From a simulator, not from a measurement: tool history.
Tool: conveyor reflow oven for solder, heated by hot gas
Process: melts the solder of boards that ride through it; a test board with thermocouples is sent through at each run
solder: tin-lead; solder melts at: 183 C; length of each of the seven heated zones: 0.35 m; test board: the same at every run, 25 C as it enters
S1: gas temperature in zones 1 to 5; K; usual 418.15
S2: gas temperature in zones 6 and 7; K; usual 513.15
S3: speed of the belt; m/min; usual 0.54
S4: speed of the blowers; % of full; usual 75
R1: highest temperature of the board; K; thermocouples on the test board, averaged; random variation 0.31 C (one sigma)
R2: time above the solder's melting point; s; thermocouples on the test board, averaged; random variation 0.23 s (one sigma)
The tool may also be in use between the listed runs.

run   hour      S1      S2     S3  S4      R1    R2
  1      0  418.15  513.15   0.54  75  493.45  62.9
  2   28.8  418.15  513.15   0.54  75  494.05  62.9
  3   82.8  418.15  513.15   0.54  75  492.35  62.2
  4  108.7  418.15  513.15   0.54  75  492.25  62.5
  5  165.9  418.15  513.15   0.54  75  493.05  62.8
  6  203.4  418.15  513.15   0.54  75  492.05  62.2
  7  241.1  418.15  509.15   0.54  75  489.05  59.1
  8  301.6  432.15  507.15  0.647  58  480.65  45.4
  9  344.6  406.15  518.15  0.458  83  500.35  75.4
 10  376.1  425.15  519.15  0.458  62  500.65  83.7
 11  416.9  425.15  514.15  0.458  64  496.95  80.6
     432.9  -- flux residue cleaned out of gas plates and filters
 12  467.7  425.15  514.15  0.458  81  502.25    85
 13  505.8  425.15  514.15  0.458  81  502.05    85

Hidden state or all else? Some run-to-run changes of R1, split into what the settings, what came in and random variation would give without the hidden state, and what is left for the hidden state (with any gauge scatter that isn't in both results):
The hidden state here: heat that the gas passes to the board, % of a clean oven's; belt's true speed, % of the reading; true gas temperature in zones 6 and 7 over the reading, C; drift of the gauge itself on peak_c, C; drift of the gauge itself on liquid_s, %.
Run 8 -> 9: S1 432.15 -> 406.15, S2 507.15 -> 518.15, S3 0.647 -> 0.458, S4 58 -> 83. R1 +19.7 K: hidden state -0.4, all else +20.1.
Run 11 -> 12: S4 64 -> 81, flux residue cleaned out of gas plates and filters. R1 +5.3 K: hidden state +3.3, all else +2.
